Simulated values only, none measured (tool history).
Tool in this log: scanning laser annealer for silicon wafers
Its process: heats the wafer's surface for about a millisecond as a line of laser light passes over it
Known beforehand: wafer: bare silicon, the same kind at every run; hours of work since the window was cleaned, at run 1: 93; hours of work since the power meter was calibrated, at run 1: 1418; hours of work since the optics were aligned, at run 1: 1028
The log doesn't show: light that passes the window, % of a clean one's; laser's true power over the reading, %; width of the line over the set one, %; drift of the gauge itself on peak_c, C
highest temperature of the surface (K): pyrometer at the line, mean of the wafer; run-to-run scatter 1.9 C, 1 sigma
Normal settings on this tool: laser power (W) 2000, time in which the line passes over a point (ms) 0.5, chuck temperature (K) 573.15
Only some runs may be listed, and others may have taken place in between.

run,day,laser power (W),time in which the line passes over a point (ms),chuck temperature (K),hours of work since the window was cleaned,hours of work since the power meter was calibrated,hours of work since the optics were aligned,highest temperature of the surface (K)
1,0,2000,0.5,573.15,93,1418,1028,1366.15
# day 1.042: optics aligned, line set to its width
2,1.192,2000,0.5,573.15,111,1436,3,1364.15
3,2.992,2000,0.5,573.15,144,1468,35,1362.15
4,4.992,2000,0.45,573.15,180,1505,72,1311.15
5,6.867,2000,0.45,573.15,214,1539,106,1310.15
# day 7.725: optics aligned, line set to its width, once more
6,8.4,2000,0.45,573.15,238,1563,12,1324.15
7,9.771,2000,0.5,573.15,263,1588,37,1372.15
8,10.738,2000,0.5,573.15,281,1605,55,1369.15
9,12.362,2000,0.5,573.15,310,1635,84,1364.15
10,13.679,2000,0.393,573.15,334,1659,108,1259.15
11,15.058,2000,0.5,573.15,359,1684,133,1365.15
12,16.512,2000,0.5,573.15,386,1710,160,1362.15
13,18.138,2000,0.5,573.15,415,1740,189,1361.15
14,19.625,2000,0.544,573.15,442,1767,216,1400.15
15,20.462,2183,0.545,589.15,457,1782,231,1494.15
16,21.796,2000,0.452,573.15,482,1806,256,1312.15
17,23.008,2000,0.452,573.15,504,1828,278,1313.15
18,23.95,2000,0.452,573.15,521,1845,295,1311.15
19,25.558,2000,0.452,573.15,550,1875,324,1309.15
20,27.054,1787,0.492,601.15,577,1902,351,1289.15
21,27.892,2161,0.492,601.15,592,1917,366,1439.15
22,29.788,2161,0.492,601.15,627,1951,401,1433.15
23,31.062,2161,0.492,601.15,650,1975,424,1432.15
24,32.383,2161,0.385,586.15,674,1999,448,1303.15

Hidden condition of the tool, last listed run before each entry between runs versus first listed run after:
In the gap between runs 1 and 2: optics aligned, line set to its width (day 1.042)
  light that passes the window, % of a clean one's: 99.5 -> 99.39; width of the line over the set one, %: 3.72 -> 5
  what was measured, less what the result would be without the hidden state, highest temperature of the surface (K): -23 -> -27
In the gap between runs 5 and 6: optics aligned, line set to its width, once more (day 7.725)
  light that passes the window, % of a clean one's: 98.83 -> 98.7; laser's true power over the reading, %: -0.77 -> -0.78; width of the line over the set one, %: 5.34 -> 0.32
  what was measured, less what the result would be without the hidden state, highest temperature of the surface (K): -32 -> -18
